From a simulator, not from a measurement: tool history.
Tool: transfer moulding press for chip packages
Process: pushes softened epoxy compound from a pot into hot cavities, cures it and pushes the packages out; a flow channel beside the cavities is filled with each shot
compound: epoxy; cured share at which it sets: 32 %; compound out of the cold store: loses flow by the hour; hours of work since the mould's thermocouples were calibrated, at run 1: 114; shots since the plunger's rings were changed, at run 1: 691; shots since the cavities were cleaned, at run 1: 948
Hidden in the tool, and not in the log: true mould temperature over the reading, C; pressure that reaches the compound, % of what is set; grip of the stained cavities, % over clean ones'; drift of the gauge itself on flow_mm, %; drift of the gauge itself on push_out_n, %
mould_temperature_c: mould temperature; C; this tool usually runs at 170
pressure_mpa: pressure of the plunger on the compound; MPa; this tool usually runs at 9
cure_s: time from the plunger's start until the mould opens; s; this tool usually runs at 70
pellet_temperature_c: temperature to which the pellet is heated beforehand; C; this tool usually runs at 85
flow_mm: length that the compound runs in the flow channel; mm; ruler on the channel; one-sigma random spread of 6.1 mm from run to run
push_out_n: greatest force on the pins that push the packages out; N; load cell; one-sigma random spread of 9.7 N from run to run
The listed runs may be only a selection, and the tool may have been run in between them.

| run | hour | mould_temperature_c | pressure_mpa | cure_s | pellet_temperature_c | hours of work since the mould's thermocouples were calibrated | shots since the plunger's rings were changed | shots since the cavities were cleaned | incoming compound's hours out of the cold store | flow_mm | push_out_n |
|---|---|---|---|---|---|---|---|---|---|---|---|
| 1 | 0 | 170 | 9 | 70 | 85 | 114 | 691 | 948 | 38.8 | 824 | 457 |
|  | 9.7 | cavities cleaned with cleaning compound and waxed |
| 2 | 53.3 | 170 | 9 | 70 | 85 | 152 | 1618 | 780 | 8.4 | 977 | 499 |
|  | 70 | cavities cleaned with cleaning compound and waxed |
| 3 | 91.6 | 170 | 9 | 70 | 85 | 179 | 2277 | 387 | 9.8 | 972 | 485 |
| 4 | 124.1 | 170 | 9 | 70 | 85 | 203 | 2860 | 970 | 36.3 | 828 | 445 |
|  | 133.4 | cavities cleaned with cleaning compound and waxed |
| 5 | 168.1 | 170 | 9 | 70 | 85 | 235 | 3621 | 623 | 27.9 | 860 | 483 |
|  | 195.9 | cavities cleaned with cleaning compound and waxed |
| 6 | 226.3 | 170 | 9 | 70 | 85 | 277 | 4636 | 544 | 18 | 905 | 474 |
|  | 248.3 | plunger's sealing rings changed |
|  | 258.1 | cavities cleaned with cleaning compound and waxed |
| 7 | 265.3 | 170 | 9 | 53 | 85 | 303 | 276 | 128 | 42.3 | 809 | 822 |
| 8 | 290.9 | 170 | 9 | 53 | 85 | 322 | 735 | 587 | 40.9 | 796 | 801 |
|  | 319.4 | cavities cleaned with cleaning compound and waxed |
| 9 | 349.6 | 170 | 9 | 70 | 85 | 364 | 1759 | 541 | 26.5 | 873 | 477 |
| 10 | 372.6 | 170 | 9 | 70 | 85 | 381 | 2171 | 953 | 38.9 | 814 | 449 |
|  | 378.8 | cavities cleaned with cleaning compound and waxed |
| 11 | 417 | 170 | 9 | 70 | 78 | 413 | 2940 | 685 | 35.2 | 827 | 477 |
|  | 438.1 | cavities cleaned with cleaning compound and waxed |
| 12 | 473.3 | 170 | 9 | 70 | 85 | 453 | 3921 | 629 | 40 | 812 | 451 |
|  | 498.5 | cavities cleaned with cleaning compound and waxed |
| 13 | 509.1 | 170 | 9 | 70 | 94 | 478 | 4535 | 190 | 45.8 | 789 | 432 |
|  | 535.1 | plunger's sealing rings changed |
| 14 | 553.9 | 170 | 9 | 70 | 94 | 510 | 336 | 948 | 26.4 | 878 | 470 |
|  | 564.2 | cavities cleaned with cleaning compound and waxed |
| 15 | 587.2 | 178 | 10.99 | 58 | 93 | 533 | 905 | 412 | 28.5 | 930 | 423 |
|  | 626.5 | cavities cleaned with cleaning compound and waxed |
| 16 | 629 | 176 | 7.37 | 70 | 83 | 563 | 1628 | 46 | 13.8 | 829 | 359 |
| 17 | 673.3 | 167 | 9.62 | 92 | 84 | 596 | 2421 | 839 | 14.8 | 984 | 379 |
|  | 688.9 | cavities cleaned with cleaning compound and waxed |
| 18 | 705.9 | 170 | 9.67 | 70 | 85 | 619 | 2977 | 304 | 22.4 | 939 | 467 |
|  | 748.8 | cavities cleaned with cleaning compound and waxed |
| 19 | 761 | 164 | 10.97 | 51 | 85 | 658 | 3937 | 219 | 41.1 | 912 | 1233 |
| 20 | 797 | 164 | 10.97 | 51 | 85 | 685 | 4581 | 863 | 34.2 | 949 | 1227 |
|  | 810 | cavities cleaned with cleaning compound and waxed |
|  | 823.1 | plunger's sealing rings changed |
| 21 | 835.4 | 165 | 10.7 | 64 | 76 | 710 | 220 | 410 | 26.1 | 967 | 812 |
| 22 | 864.4 | 165 | 10.7 | 64 | 76 | 732 | 739 | 929 | 39.7 | 897 | 772 |
|  | 875.8 | cavities cleaned with cleaning compound and waxed |
| 23 | 895.3 | 165 | 10.7 | 64 | 76 | 754 | 1265 | 349 | 17.8 | 1033 | 875 |
|  | 927.4 | mould's thermocouples calibrated |
|  | 938.9 | cavities cleaned with cleaning compound and waxed |
| 24 | 941.3 | 165 | 10.7 | 68 | 82 | 9 | 2027 | 43 | 32.5 | 941 | 715 |
| 25 | 973.5 | 169 | 9 | 70 | 85 | 33 | 2604 | 620 | 38.1 | 819 | 497 |
|  | 1000.6 | cavities cleaned with cleaning compound and waxed |
| 26 | 1002.3 | 169 | 9.98 | 93 | 89 | 53 | 3092 | 31 | 25.1 | 934 | 332 |
| 27 | 1036.4 | 169 | 8.14 | 93 | 92 | 78 | 3702 | 641 | 15.8 | 884 | 333 |
|  | 1062 | cavities cleaned with cleaning compound and waxed |
| 28 | 1063.9 | 168 | 8.14 | 72 | 75 | 98 | 4168 | 34 | 9.5 | 927 | 539 |

Consider 3 possible next runs. They are alternatives, not a sequence: every one starts from the tool as it was left by run 28. What does each give?
| A | 1100.5 | 165 | 9 | 66 | 85 | 125 | 4825 | 691 | 33.8 | ? | ? |
| B | 1100.5 | 170 | 9.58 | 60 | 85 | 125 | 4825 | 691 | 38.1 | ? | ? |
| C | 1100.5 | 177 | 9 | 89 | 85 | 125 | 4825 | 691 | 34.6 | ? | ? |

| run | flow_mm | push_out_n |
|---|---|---|
| A | 865 | 724 |
| B | 846 | 637 |
| C | 809 | 310 |
Without the tool's unlogged condition, the same runs would have read:
| run | flow_mm | push_out_n |
|---|---|---|
| A | 866 | 719 |
| B | 846 | 632 |
| C | 809 | 308 |
